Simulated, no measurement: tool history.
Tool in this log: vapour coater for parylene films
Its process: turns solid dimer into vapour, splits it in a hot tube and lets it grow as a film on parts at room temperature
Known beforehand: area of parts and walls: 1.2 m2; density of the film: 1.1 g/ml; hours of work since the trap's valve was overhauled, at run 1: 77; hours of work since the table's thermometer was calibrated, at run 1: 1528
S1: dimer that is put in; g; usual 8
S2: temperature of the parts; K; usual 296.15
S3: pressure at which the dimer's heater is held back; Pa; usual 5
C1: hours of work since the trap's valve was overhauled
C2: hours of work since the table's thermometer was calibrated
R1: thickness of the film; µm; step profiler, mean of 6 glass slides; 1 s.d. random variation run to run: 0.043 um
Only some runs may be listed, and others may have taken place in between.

run,hour,S1,S2,S3,C1,C2,R1
1,0,8,296.15,5,77,1528,4.7
2,38.4,5,296.15,5,111,1561,2.93
3,70.1,5,296.15,5,138,1589,2.96
4,108,8,296.15,10.43,171,1622,4.47
5,133.7,8,296.15,5,194,1644,4.77
6,160,8,296.15,5,217,1667,4.63
7,198.2,8,290.15,5,250,1701,5.82
8,231.4,8,290.15,5,279,1730,5.84
9,273.7,8,307.15,5,316,1766,3.08
# hour 288.3: trap's valve overhauled
# hour 299.1: table's thermometer calibrated
10,327.5,8,296.15,9.58,33,25,4.59
11,368,8,296.15,9.58,69,60,4.61
12,400.1,8,296.15,9.58,97,88,4.61
13,438.4,8,296.15,9.58,130,122,4.54
14,462.3,8,299.15,9.58,151,142,4
15,501.6,8,296.15,5,185,177,4.72
16,523.2,8,296.15,5,204,196,4.65
17,573.2,8,296.15,5,248,239,4.66
18,614.1,8,296.15,5,283,275,4.73
19,635.5,8,296.15,5,302,294,4.66
# hour 664.3: trap's valve overhauled
20,676.1,8,296.15,5,10,326,4.69
21,722.4,8,296.15,8.4,51,366,4.54
22,767.8,8,296.15,8.4,90,406,4.61
23,802.8,8,296.15,8.4,121,436,4.57
24,828.4,8,296.15,9.14,143,458,4.53
25,849.5,8,296.15,9.14,162,477,4.59
26,895.1,12,296.15,9.99,201,517,6.83
27,930.8,6,296.15,5,233,548,3.51
28,976.2,7,306.15,2.49,272,587,2.96
29,999.9,4,289.15,9.98,293,608,2.9
# hour 1040.1: trap's valve overhauled
30,1040.1,7,296.15,9.98,0,640,3.95
31,1088,7,296.15,5.39,42,682,4.11
32,1120.9,7,296.15,5.39,71,710,4.03
33,1166.2,9,296.15,5.39,110,750,5.29
34,1213.4,8,296.15,2.3,151,791,4.96
35,1235.9,10,296.15,3.54,171,811,6.02
36,1260.4,10,296.15,3.54,192,832,5.99
37,1293.4,10,296.15,3.54,221,861,6.06
38,1336.7,6,296.15,5,259,899,3.53
39,1372.5,6,296.15,5,290,930,3.55
40,1408.3,6,296.15,5,321,961,3.54
# hour 1417: trap's valve overhauled
41,1463,6,296.15,5,40,1005,3.56
42,1499.3,3,291.15,3,72,1037,2.21
43,1524,6,290.15,8.17,93,1058,4.35

4 options for the next run, each taken on its own from the tool as it stands now. Forecast them:
A,1559.8,7,290.15,5.36,125,1090,?
B,1559.8,8,293.15,5,125,1090,?
C,1559.8,8,293.15,3.37,125,1090,?
D,1559.8,6,290.15,3.47,125,1090,?

run,R1
A,5.12
B,5.3
C,5.37
D,4.5
Without the tool's unlogged condition, the same runs would have read:
run,R1
A,5.13
B,5.32
C,5.39
D,4.51
